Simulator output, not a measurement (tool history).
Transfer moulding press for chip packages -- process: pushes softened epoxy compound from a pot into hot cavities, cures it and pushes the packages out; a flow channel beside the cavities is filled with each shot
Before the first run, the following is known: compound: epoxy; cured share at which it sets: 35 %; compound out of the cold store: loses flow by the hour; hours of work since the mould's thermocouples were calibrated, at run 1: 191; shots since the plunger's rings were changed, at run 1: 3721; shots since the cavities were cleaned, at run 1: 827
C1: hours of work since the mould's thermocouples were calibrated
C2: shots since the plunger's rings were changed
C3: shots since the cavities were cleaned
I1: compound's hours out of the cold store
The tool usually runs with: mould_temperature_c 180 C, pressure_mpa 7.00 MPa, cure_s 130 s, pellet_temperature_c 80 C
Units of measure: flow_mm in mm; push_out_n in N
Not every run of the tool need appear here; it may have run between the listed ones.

{"run": 1, "day": 0.0, "mould_temperature_c": 180, "pressure_mpa": 7.0, "cure_s": 130, "pellet_temperature_c": 80, "C1": 191, "C2": 3721, "C3": 827, "I1": 13.0, "flow_mm": 739, "push_out_n": 405}
{"day": 1.929, "done": "cavities cleaned with cleaning compound and waxed"}
{"run": 2, "day": 3.175, "mould_temperature_c": 180, "pressure_mpa": 7.0, "cure_s": 130, "pellet_temperature_c": 80, "C1": 234, "C2": 4303, "C3": 233, "I1": 12.7, "flow_mm": 720, "push_out_n": 297}
{"run": 3, "day": 5.5, "mould_temperature_c": 180, "pressure_mpa": 7.0, "cure_s": 130, "pellet_temperature_c": 79, "C1": 266, "C2": 4738, "C3": 668, "I1": 20.7, "flow_mm": 694, "push_out_n": 377}
{"run": 4, "day": 7.125, "mould_temperature_c": 180, "pressure_mpa": 7.0, "cure_s": 130, "pellet_temperature_c": 79, "C1": 289, "C2": 5042, "C3": 972, "I1": 27.1, "flow_mm": 658, "push_out_n": 391}
{"day": 8.3, "done": "cavities cleaned with cleaning compound and waxed"}
{"day": 8.571, "done": "mould's thermocouples calibrated"}
{"run": 5, "day": 10.525, "mould_temperature_c": 180, "pressure_mpa": 7.0, "cure_s": 130, "pellet_temperature_c": 79, "C1": 27, "C2": 5651, "C3": 400, "I1": 47.5, "flow_mm": 585, "push_out_n": 319}
{"day": 11.271, "done": "plunger's sealing rings changed"}
{"run": 6, "day": 13.9, "mould_temperature_c": 180, "pressure_mpa": 7.0, "cure_s": 130, "pellet_temperature_c": 76, "C1": 73, "C2": 492, "C3": 1012, "I1": 41.9, "flow_mm": 675, "push_out_n": 411}
{"day": 14.812, "done": "cavities cleaned with cleaning compound and waxed"}
{"run": 7, "day": 17.458, "mould_temperature_c": 180, "pressure_mpa": 7.0, "cure_s": 130, "pellet_temperature_c": 80, "C1": 121, "C2": 1146, "C3": 495, "I1": 13.4, "flow_mm": 775, "push_out_n": 363}
{"run": 8, "day": 20.05, "mould_temperature_c": 180, "pressure_mpa": 7.0, "cure_s": 130, "pellet_temperature_c": 80, "C1": 158, "C2": 1631, "C3": 980, "I1": 28.7, "flow_mm": 702, "push_out_n": 406}
{"day": 21.317, "done": "cavities cleaned with cleaning compound and waxed"}
{"run": 9, "day": 21.712, "mould_temperature_c": 180, "pressure_mpa": 7.0, "cure_s": 130, "pellet_temperature_c": 80, "C1": 180, "C2": 1930, "C3": 74, "I1": 20.8, "flow_mm": 720, "push_out_n": 245}
{"run": 10, "day": 24.446, "mould_temperature_c": 180, "pressure_mpa": 7.0, "cure_s": 130, "pellet_temperature_c": 80, "C1": 218, "C2": 2441, "C3": 585, "I1": 28.2, "flow_mm": 694, "push_out_n": 356}
{"run": 11, "day": 27.375, "mould_temperature_c": 180, "pressure_mpa": 7.0, "cure_s": 130, "pellet_temperature_c": 80, "C1": 259, "C2": 2990, "C3": 1134, "I1": 9.5, "flow_mm": 757, "push_out_n": 426}
{"day": 27.762, "done": "cavities cleaned with cleaning compound and waxed"}
{"run": 12, "day": 29.45, "mould_temperature_c": 180, "pressure_mpa": 7.0, "cure_s": 130, "pellet_temperature_c": 80, "C1": 287, "C2": 3367, "C3": 316, "I1": 20.9, "flow_mm": 710, "push_out_n": 312}
{"day": 30.858, "done": "mould's thermocouples calibrated"}
{"run": 13, "day": 32.992, "mould_temperature_c": 180, "pressure_mpa": 7.0, "cure_s": 130, "pellet_temperature_c": 80, "C1": 30, "C2": 4013, "C3": 962, "I1": 13.1, "flow_mm": 737, "push_out_n": 415}
{"day": 34.417, "done": "cavities cleaned with cleaning compound and waxed"}
{"run": 14, "day": 34.658, "mould_temperature_c": 180, "pressure_mpa": 7.0, "cure_s": 153, "pellet_temperature_c": 77, "C1": 52, "C2": 4313, "C3": 45, "I1": 30.7, "flow_mm": 665, "push_out_n": 204}
{"run": 15, "day": 38.35, "mould_temperature_c": 175, "pressure_mpa": 8.61, "cure_s": 153, "pellet_temperature_c": 85, "C1": 103, "C2": 5005, "C3": 737, "I1": 10.4, "flow_mm": 816, "push_out_n": 384}
{"day": 40.75, "done": "cavities cleaned with cleaning compound and waxed"}
{"run": 16, "day": 40.883, "mould_temperature_c": 184, "pressure_mpa": 7.0, "cure_s": 130, "pellet_temperature_c": 80, "C1": 138, "C2": 5467, "C3": 26, "I1": 21.7, "flow_mm": 666, "push_out_n": 194}
{"day": 42.508, "done": "plunger's sealing rings changed"}
{"run": 17, "day": 42.95, "mould_temperature_c": 184, "pressure_mpa": 7.0, "cure_s": 116, "pellet_temperature_c": 86, "C1": 165, "C2": 83, "C3": 393, "I1": 29.2, "flow_mm": 705, "push_out_n": 326}
{"run": 18, "day": 45.033, "mould_temperature_c": 181, "pressure_mpa": 8.67, "cure_s": 146, "pellet_temperature_c": 86, "C1": 194, "C2": 473, "C3": 783, "I1": 34.8, "flow_mm": 767, "push_out_n": 343}
{"day": 47.183, "done": "cavities cleaned with cleaning compound and waxed"}
{"run": 19, "day": 48.125, "mould_temperature_c": 180, "pressure_mpa": 5.93, "cure_s": 119, "pellet_temperature_c": 80, "C1": 236, "C2": 1040, "C3": 177, "I1": 17.2, "flow_mm": 703, "push_out_n": 314}
{"run": 20, "day": 50.667, "mould_temperature_c": 180, "pressure_mpa": 5.93, "cure_s": 119, "pellet_temperature_c": 80, "C1": 272, "C2": 1515, "C3": 652, "I1": 16.2, "flow_mm": 694, "push_out_n": 412}
{"run": 21, "day": 52.621, "mould_temperature_c": 186, "pressure_mpa": 6.03, "cure_s": 132, "pellet_temperature_c": 82, "C1": 299, "C2": 1881, "C3": 1018, "I1": 26.8, "flow_mm": 638, "push_out_n": 371}
{"day": 53.304, "done": "mould's thermocouples calibrated"}
{"day": 53.588, "done": "cavities cleaned with cleaning compound and waxed"}
{"run": 22, "day": 54.683, "mould_temperature_c": 178, "pressure_mpa": 7.0, "cure_s": 164, "pellet_temperature_c": 80, "C1": 18, "C2": 2240, "C3": 206, "I1": 44.7, "flow_mm": 644, "push_out_n": 247}
{"run": 23, "day": 57.862, "mould_temperature_c": 180, "pressure_mpa": 5.34, "cure_s": 143, "pellet_temperature_c": 80, "C1": 63, "C2": 2834, "C3": 800, "I1": 30.4, "flow_mm": 593, "push_out_n": 366}
{"run": 24, "day": 59.471, "mould_temperature_c": 180, "pressure_mpa": 5.34, "cure_s": 143, "pellet_temperature_c": 80, "C1": 85, "C2": 3135, "C3": 1101, "I1": 47.3, "flow_mm": 543, "push_out_n": 386}
{"day": 59.879, "done": "cavities cleaned with cleaning compound and waxed"}
{"run": 25, "day": 62.588, "mould_temperature_c": 176, "pressure_mpa": 8.05, "cure_s": 130, "pellet_temperature_c": 79, "C1": 128, "C2": 3707, "C3": 507, "I1": 37.7, "flow_mm": 701, "push_out_n": 405}
{"run": 26, "day": 64.688, "mould_temperature_c": 181, "pressure_mpa": 6.38, "cure_s": 125, "pellet_temperature_c": 85, "C1": 157, "C2": 4099, "C3": 899, "I1": 33.9, "flow_mm": 611, "push_out_n": 403}

Had the tool no unlogged condition, and each run kept its random variation, what would the results have been?
What the log doesn't record here: true mould temperature over the reading, C; pressure that reaches the compound, % of what is set; grip of the stained cavities, % over clean ones'; drift of the gauge itself on flow_mm, %; drift of the gauge itself on push_out_n, %.
run=1 flow_mm=796 push_out_n=213
run=2 flow_mm=787 push_out_n=214
run=3 flow_mm=766 push_out_n=208
run=4 flow_mm=731 push_out_n=203
run=5 flow_mm=658 push_out_n=201
run=6 flow_mm=683 push_out_n=213
run=7 flow_mm=794 push_out_n=216
run=8 flow_mm=726 push_out_n=209
run=9 flow_mm=748 push_out_n=213
run=10 flow_mm=729 push_out_n=203
run=11 flow_mm=804 push_out_n=215
run=12 flow_mm=759 push_out_n=213
run=13 flow_mm=797 push_out_n=212
run=14 flow_mm=725 push_out_n=184
run=15 flow_mm=903 push_out_n=210
run=16 flow_mm=744 push_out_n=182
run=17 flow_mm=709 push_out_n=211
run=18 flow_mm=777 push_out_n=181
run=19 flow_mm=720 push_out_n=243
run=20 flow_mm=718 push_out_n=237
run=21 flow_mm=665 push_out_n=187
run=22 flow_mm=674 push_out_n=177
run=23 flow_mm=628 push_out_n=193
run=24 flow_mm=578 push_out_n=187
run=25 flow_mm=755 push_out_n=242
run=26 flow_mm=663 push_out_n=207

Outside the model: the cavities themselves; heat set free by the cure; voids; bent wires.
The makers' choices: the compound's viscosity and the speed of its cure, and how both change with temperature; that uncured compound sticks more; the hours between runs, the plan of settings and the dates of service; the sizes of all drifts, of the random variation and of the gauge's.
